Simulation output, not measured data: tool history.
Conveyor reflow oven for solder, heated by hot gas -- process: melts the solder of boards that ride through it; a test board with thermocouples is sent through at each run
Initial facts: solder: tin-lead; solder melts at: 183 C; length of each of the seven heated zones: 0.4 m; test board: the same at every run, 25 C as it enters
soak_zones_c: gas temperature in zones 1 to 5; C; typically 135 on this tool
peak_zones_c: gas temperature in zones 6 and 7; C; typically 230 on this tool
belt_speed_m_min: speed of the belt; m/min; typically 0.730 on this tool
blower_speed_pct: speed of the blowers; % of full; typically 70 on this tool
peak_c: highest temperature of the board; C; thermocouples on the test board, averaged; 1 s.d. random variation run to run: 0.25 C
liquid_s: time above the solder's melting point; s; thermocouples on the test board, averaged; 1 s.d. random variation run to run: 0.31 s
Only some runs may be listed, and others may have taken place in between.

run   hour  soak_zones_c  peak_zones_c  belt_speed_m_min  blower_speed_pct  peak_c  liquid_s
  1    0.0           135           230             0.730                70   213.3      46.4
  2    6.6           135           230             0.730                70   213.4      46.3
  3   18.6           136           230             0.730                70   214.1      46.6
  4   25.3           134           230             0.730                70   213.5      45.3
  5   38.2           134           230             0.730                70   213.5      45.8
  6   47.1           134           230             0.730                70   213.2      45.2
  7   58.1           128           230             0.730                70   212.6      42.6
  8   66.4           128           230             0.730                70   212.4      43.2
  9   77.3           128           230             0.730                70   212.0      43.2
 10   90.3           135           230             0.879                70   206.8      31.8
 11   99.3           135           230             0.879                70   206.7      32.8
 12  106.1           135           230             0.879                70   206.8      31.8
 13  118.9           135           230             0.730                70   213.7      46.0
     123.5  -- belt drive overhauled, speed set with a stopwatch
 14  135.0           146           230             0.730                70   215.8      50.9
 15  145.6           146           230             0.730                70   215.4      52.1
 16  153.2           146           230             0.730                70   215.5      51.4
 17  162.5           145           245             0.626                74   233.1      71.0
     174.3  -- belt drive overhauled, speed set with a stopwatch, once more
 18  177.6           150           245             0.626                54   231.1      71.3
 19  187.6           150           227             0.626                56   215.4      61.3
 20  197.1           150           227             0.626                56   215.4      61.0
 21  208.8           150           227             0.626                56   215.3      61.3
     222.3  -- flux residue cleaned out of gas plates and filters
 22  225.8           150           227             0.626                56   216.3      62.9
 23  236.5           150           227             0.626                56   216.9      63.0
 24  245.1           146           227             0.856                54   207.1      36.2
 25  250.5           134           227             0.856                69   207.7      34.1
 26  258.5           134           219             0.856                60   199.0      26.0
 27  266.1           134           219             0.856                60   199.0      26.1
 28  274.6           135           230             0.608                70   220.7      62.6
 29  280.0           135           230             0.608                70   220.5      62.3
 30  285.7           135           230             0.608                70   220.5      62.6
 31  291.0           135           230             0.608                70   220.4      62.1
 32  300.1           135           230             0.608                70   220.3      62.3

Subtracting, for every run, the result it would have given without the tool's unlogged condition from the measured result gives the following. The same run-to-run variation enters both numbers; the gauge's scatter may not:
Hidden state at play: heat that the gas passes to the board, % of a clean oven's; belt's true speed, % of the reading; true gas temperature in zones 6 and 7 over the reading, C; drift of the gauge itself on peak_c, C; drift of the gauge itself on liquid_s, %.
run  peak_c  liquid_s
  1    -1.8      -1.4
  2    -1.8      -1.4
  3    -1.8      -1.4
  4    -1.8      -1.5
  5    -1.9      -1.5
  6    -1.9      -1.6
  7    -2.0      -1.7
  8    -2.1      -1.8
  9    -2.1      -1.9
 10    -2.5      -2.2
 11    -2.5      -2.2
 12    -2.6      -2.2
 13    -2.1      -1.7
 14    -1.7      -0.9
 15    -1.7      -1.0
 16    -1.7      -0.9
 17    -1.6      +0.1
 18    -1.7      -0.8
 19    -1.5      -1.6
 20    -1.4      -1.6
 21    -1.4      -1.6
 22    +0.3      +0.1
 23    +0.3      +0.2
 24    +0.2      +0.1
 25    +0.2      +0.1
 26    +0.1      +0.1
 27    +0.2      +0.0
 28    +0.3      +0.1
 29    +0.3      +0.1
 30    +0.2      +0.1
 31    +0.2      +0.1
 32    +0.2      +0.1

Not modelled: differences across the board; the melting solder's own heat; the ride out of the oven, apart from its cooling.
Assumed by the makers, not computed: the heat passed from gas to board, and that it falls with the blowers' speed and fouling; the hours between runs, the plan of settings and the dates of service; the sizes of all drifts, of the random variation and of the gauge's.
